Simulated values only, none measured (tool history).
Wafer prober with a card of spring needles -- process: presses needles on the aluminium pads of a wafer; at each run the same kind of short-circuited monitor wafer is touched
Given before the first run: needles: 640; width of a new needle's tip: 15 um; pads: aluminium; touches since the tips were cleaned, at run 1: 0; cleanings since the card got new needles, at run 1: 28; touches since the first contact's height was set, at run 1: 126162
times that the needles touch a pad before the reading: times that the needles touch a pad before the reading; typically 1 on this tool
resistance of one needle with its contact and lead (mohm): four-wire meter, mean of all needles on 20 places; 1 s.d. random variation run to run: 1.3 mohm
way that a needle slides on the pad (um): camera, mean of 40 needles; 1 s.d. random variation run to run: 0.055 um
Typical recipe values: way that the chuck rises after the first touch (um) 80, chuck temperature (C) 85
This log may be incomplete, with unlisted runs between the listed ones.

| run | hour | way that the chuck rises after the first touch (um) | chuck temperature (C) | times that the needles touch a pad before the reading | touches since the tips were cleaned | cleanings since the card got new needles | touches since the first contact's height was set | resistance of one needle with its contact and lead (mohm) | way that a needle slides on the pad (um) |
|---|---|---|---|---|---|---|---|---|---|
| 1 | 0 | 80 | 85 | 1 | 0 | 28 | 126162 | 109 | 17.47 |
|  | 23.1 | tips cleaned on abrasive film |
| 2 | 24.2 | 80 | 85 | 1 | 397 | 29 | 135169 | 107 | 17.59 |
| 3 | 41.4 | 80 | 85 | 1 | 6841 | 29 | 141613 | 109 | 17.59 |
|  | 46.8 | tips cleaned on abrasive film |
| 4 | 59 | 80 | 85 | 1 | 4562 | 30 | 148183 | 107 | 17.56 |
|  | 65.7 | height of the first contact set anew |
|  | 71.3 | tips cleaned on abrasive film |
| 5 | 80.7 | 80 | 85 | 1 | 3505 | 31 | 5579 | 109 | 17.59 |
|  | 93.8 | tips cleaned on abrasive film |
| 6 | 108.2 | 80 | 85 | 1 | 5407 | 32 | 15863 | 109 | 17.65 |
|  | 117.6 | tips cleaned on abrasive film |
| 7 | 129.6 | 68 | 85 | 1 | 4491 | 33 | 23818 | 110 | 14.99 |
|  | 142 | tips cleaned on abrasive film |
| 8 | 148 | 99 | 85 | 1 | 2261 | 34 | 30692 | 107 | 21.92 |
|  | 165.2 | tips cleaned on abrasive film |
| 9 | 169.9 | 80 | 56 | 1 | 1732 | 35 | 38820 | 104 | 17.67 |
|  | 188.9 | tips cleaned on abrasive film |
| 10 | 192.7 | 100 | 85 | 1 | 1438 | 36 | 47345 | 108 | 22.18 |
| 11 | 210.7 | 100 | 85 | 1 | 8178 | 36 | 54085 | 107 | 22.18 |
|  | 213.2 | tips cleaned on abrasive film |
| 12 | 226.8 | 100 | 85 | 1 | 5062 | 37 | 60052 | 106 | 22.16 |
|  | 236.1 | tips cleaned on abrasive film |
| 13 | 251.4 | 82 | 85 | 1 | 5730 | 38 | 69230 | 107 | 18.09 |
|  | 259.6 | tips cleaned on abrasive film |
| 14 | 265 | 82 | 85 | 1 | 2024 | 39 | 74300 | 106 | 18.12 |
| 15 | 281.6 | 82 | 85 | 1 | 8231 | 39 | 80507 | 108 | 18.24 |
|  | 283.5 | tips cleaned on abrasive film |
|  | 306.5 | tips cleaned on abrasive film |
| 16 | 307.8 | 82 | 85 | 1 | 454 | 41 | 90226 | 109 | 18.24 |
|  | 330.3 | tips cleaned on abrasive film |
| 17 | 331.6 | 67 | 85 | 1 | 501 | 42 | 99117 | 109 | 15.04 |
| 18 | 344.5 | 86 | 56 | 3 | 5314 | 42 | 103930 | 103 | 19.25 |
|  | 353.4 | tips cleaned on abrasive film |
|  | 356.8 | gauge calibrated |
| 19 | 358.9 | 86 | 79 | 1 | 2057 | 43 | 109293 | 106 | 18.88 |
|  | 376 | tips cleaned on abrasive film |
| 20 | 378.2 | 86 | 86 | 1 | 803 | 44 | 116484 | 107 | 18.81 |
|  | 399.7 | tips cleaned on abrasive film |
| 21 | 399.7 | 91 | 47 | 2 | 0 | 45 | 124501 | 102 | 20.07 |
|  | 423.5 | tips cleaned on abrasive film |
| 22 | 426.7 | 80 | 52 | 1 | 1214 | 46 | 134576 | 104 | 17.61 |
| 23 | 441.9 | 80 | 52 | 1 | 6915 | 46 | 140277 | 106 | 17.6 |
|  | 447.7 | tips cleaned on abrasive film |
| 24 | 460 | 80 | 30 | 1 | 4616 | 47 | 147002 | 101 | 17.59 |
|  | 469.9 | height of the first contact set anew |
|  | 472.9 | tips cleaned on abrasive film |
| 25 | 484.1 | 66 | 75 | 1 | 4201 | 48 | 5272 | 110 | 14.53 |
|  | 496.3 | tips cleaned on abrasive film |
| 26 | 500.9 | 66 | 30 | 2 | 1740 | 49 | 11544 | 105 | 14.62 |
|  | 519 | tips cleaned on abrasive film |
| 27 | 520.4 | 66 | 30 | 2 | 530 | 50 | 18806 | 104 | 14.58 |
|  | 543.5 | tips cleaned on abrasive film |
| 28 | 548.6 | 66 | 30 | 2 | 1921 | 51 | 29320 | 104 | 14.67 |
| 29 | 561.9 | 82 | 30 | 1 | 6897 | 51 | 34296 | 102 | 18.21 |
|  | 566.7 | tips cleaned on abrasive film |
|  | 590.3 | tips cleaned on abrasive film |
| 30 | 591.7 | 68 | 52 | 1 | 522 | 53 | 45386 | 106 | 15.01 |
| 31 | 611.1 | 68 | 49 | 1 | 7756 | 53 | 52620 | 103 | 15.07 |
|  | 613.9 | tips cleaned on abrasive film |
|  | 637 | tips cleaned on abrasive film |
| 32 | 640.3 | 68 | 49 | 1 | 1219 | 55 | 63479 | 104 | 15.08 |

5 options for the next run, each taken on its own from the tool as it stands now. Forecast them:
|  | 659.6 | tips cleaned on abrasive film |
| A | 659.6 | 85 | 41 | 1 | 0 | 56 | 70699 | ? | ? |
|  | 659.6 | tips cleaned on abrasive film |
| B | 659.6 | 68 | 103 | 1 | 0 | 56 | 70699 | ? | ? |
|  | 659.6 | tips cleaned on abrasive film |
| C | 659.6 | 98 | 52 | 2 | 0 | 56 | 70699 | ? | ? |
|  | 659.6 | tips cleaned on abrasive film |
| D | 659.6 | 62 | 49 | 1 | 0 | 56 | 70699 | ? | ? |
|  | 659.6 | tips cleaned on abrasive film |
| E | 659.6 | 65 | 85 | 1 | 0 | 56 | 70699 | ? | ? |

| run | resistance of one needle with its contact and lead (mohm) | way that a needle slides on the pad (um) |
|---|---|---|
| A | 104 | 18.99 |
| B | 112 | 15.14 |
| C | 103 | 21.93 |
| D | 108 | 13.81 |
| E | 111 | 14.5 |
With the hidden condition removed and each run's random variation left untouched, the same runs would have given:
| run | resistance of one needle with its contact and lead (mohm) | way that a needle slides on the pad (um) |
|---|---|---|
| A | 104 | 18.69 |
| B | 112 | 14.91 |
| C | 103 | 21.59 |
| D | 108 | 13.6 |
| E | 111 | 14.27 |
